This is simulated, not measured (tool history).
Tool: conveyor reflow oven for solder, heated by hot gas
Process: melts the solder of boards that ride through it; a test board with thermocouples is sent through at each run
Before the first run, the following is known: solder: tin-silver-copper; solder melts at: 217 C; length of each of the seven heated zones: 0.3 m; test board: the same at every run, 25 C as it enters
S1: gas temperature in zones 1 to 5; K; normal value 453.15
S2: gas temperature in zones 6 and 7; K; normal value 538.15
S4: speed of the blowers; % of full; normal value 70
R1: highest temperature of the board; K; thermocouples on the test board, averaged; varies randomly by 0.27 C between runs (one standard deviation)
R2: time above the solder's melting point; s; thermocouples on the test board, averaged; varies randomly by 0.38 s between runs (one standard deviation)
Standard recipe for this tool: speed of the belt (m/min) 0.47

run 1 hour=0 | S1=453.15 S2=538.15 speed_of_the_belt_(m/min)=0.47 S4=70 | R1=518.15 R2=52.2
run 2 hour=10.7 | S1=453.15 S2=538.15 speed_of_the_belt_(m/min)=0.47 S4=70 | R1=518.25 R2=52.7
run 3 hour=22.2 | S1=453.15 S2=538.15 speed_of_the_belt_(m/min)=0.47 S4=70 | R1=518.65 R2=52.1
run 4 hour=31.8 | S1=453.15 S2=538.15 speed_of_the_belt_(m/min)=0.47 S4=70 | R1=518.65 R2=52.4
run 5 hour=44.2 | S1=453.15 S2=538.15 speed_of_the_belt_(m/min)=0.47 S4=84 | R1=521.35 R2=55.3
run 6 hour=57 | S1=453.15 S2=538.15 speed_of_the_belt_(m/min)=0.47 S4=84 | R1=521.25 R2=55
run 7 hour=69.5 | S1=460.15 S2=530.15 speed_of_the_belt_(m/min)=0.466 S4=76 | R1=514.75 R2=53.8
run 8 hour=85.4 | S1=461.15 S2=526.15 speed_of_the_belt_(m/min)=0.396 S4=58 | R1=513.05 R2=61.9
run 9 hour=94.1 | S1=461.15 S2=526.15 speed_of_the_belt_(m/min)=0.396 S4=60 | R1=513.35 R2=62.2
run 10 hour=100.6 | S1=453.15 S2=545.15 speed_of_the_belt_(m/min)=0.47 S4=57 | R1=520.35 R2=52.8
run 11 hour=111.9 | S1=464.15 S2=538.15 speed_of_the_belt_(m/min)=0.47 S4=70 | R1=521.05 R2=59.2
run 12 hour=119.3 | S1=464.15 S2=538.15 speed_of_the_belt_(m/min)=0.47 S4=70 | R1=520.95 R2=59.4

Consider 5 possible next runs. They are alternatives, not a sequence: every one starts from the tool as it was left by run 12. What does each give?
run A hour=130.4 | S1=445.15 S2=538.15 speed_of_the_belt_(m/min)=0.406 S4=70 | R1=? R2=?
run B hour=130.4 | S1=451.15 S2=551.15 speed_of_the_belt_(m/min)=0.47 S4=57 | R1=? R2=?
run C hour=130.4 | S1=466.15 S2=536.15 speed_of_the_belt_(m/min)=0.47 S4=75 | R1=? R2=?
run D hour=130.4 | S1=464.15 S2=540.15 speed_of_the_belt_(m/min)=0.531 S4=70 | R1=? R2=?
run E hour=130.4 | S1=464.15 S2=538.15 speed_of_the_belt_(m/min)=0.415 S4=70 | R1=? R2=?

run=A R1=521.55 R2=61.4
run=B R1=524.75 R2=56
run=C R1=520.55 R2=59.9
run=D R1=518.45 R2=49.1
run=E R1=525.15 R2=71.9
Without the tool's unlogged condition, the same runs would have read:
run=A R1=521.25 R2=61.2
run=B R1=524.65 R2=56
run=C R1=520.25 R2=59.8
run=D R1=518.45 R2=49.2
run=E R1=524.85 R2=71.6
